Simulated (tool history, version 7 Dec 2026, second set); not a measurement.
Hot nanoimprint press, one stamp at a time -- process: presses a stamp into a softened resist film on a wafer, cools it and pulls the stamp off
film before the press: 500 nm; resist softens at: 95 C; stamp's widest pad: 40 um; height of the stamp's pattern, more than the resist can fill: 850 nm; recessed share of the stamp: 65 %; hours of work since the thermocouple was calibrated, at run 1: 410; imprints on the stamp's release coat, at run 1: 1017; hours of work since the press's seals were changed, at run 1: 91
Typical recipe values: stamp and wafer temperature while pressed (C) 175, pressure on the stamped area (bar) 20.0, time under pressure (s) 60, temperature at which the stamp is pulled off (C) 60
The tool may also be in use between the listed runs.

run,hour,stamp and wafer temperature while pressed (C),pressure on the stamped area (bar),time under pressure (s),temperature at which the stamp is pulled off (C),hours of work since the thermocouple was calibrated,imprints on the stamp's release coat,hours of work since the press's seals were changed,resist left under the stamp's widest pad (Å),greatest force while the stamp is pulled off (N)
1,0.0,175,20.0,60,60,410,1017,91,2546,265
2,6.0,175,20.0,60,60,414,1039,96,2548,264
3,10.9,175,20.0,60,60,418,1057,99,2566,256
4,14.8,175,20.0,60,60,420,1071,102,2515,264
5,21.3,175,20.0,60,60,425,1095,107,2532,262
# hour 29.2: stamp cleaned and given a new release coat
6,31.6,175,20.0,60,60,428,9,110,2522,216
7,40.5,175,20.0,60,60,435,42,116,2569,214
8,46.4,175,29.8,60,60,439,63,120,2155,214
# hour 51.3: plate thermocouple calibrated
9,53.7,175,29.8,60,60,2,79,123,2306,226
10,60.2,175,29.8,60,60,6,103,128,2302,220
11,64.5,175,29.8,60,60,9,119,131,2306,234
12,73.8,175,29.8,60,60,16,153,138,2281,230
13,82.6,175,20.0,99,60,22,185,144,2234,219
14,87.6,175,26.9,60,60,26,203,147,2406,235
15,95.5,183,26.9,60,60,31,232,153,1651,230
16,104.4,183,26.9,60,60,38,265,159,1624,229
17,113.5,175,25.8,90,60,44,298,166,2080,230
18,119.9,183,30.3,89,50,49,322,170,1297,291
19,124.7,167,30.3,89,50,52,339,174,2839,293
20,132.0,175,20.0,33,60,58,366,179,3229,244
21,137.0,170,13.7,61,60,61,384,183,3622,233
22,143.3,170,13.7,51,45,66,407,187,3794,314
23,150.1,170,13.7,51,45,70,432,192,3757,328
24,154.9,170,13.7,51,45,74,450,195,3778,310
25,162.5,170,13.7,51,45,79,478,201,3786,326
26,168.5,173,12.2,51,45,83,500,205,3528,335

Predict the results of run 27:
27,177.6,173,12.2,51,45,90,533,211,?,?

resist left under the stamp's widest pad (Å): 3526
greatest force while the stamp is pulled off (N): 327
The same run, on a tool lacking any hidden state, would have yielded resist left under the stamp's widest pad (Å) 3559, greatest force while the stamp is pulled off (N) 299.
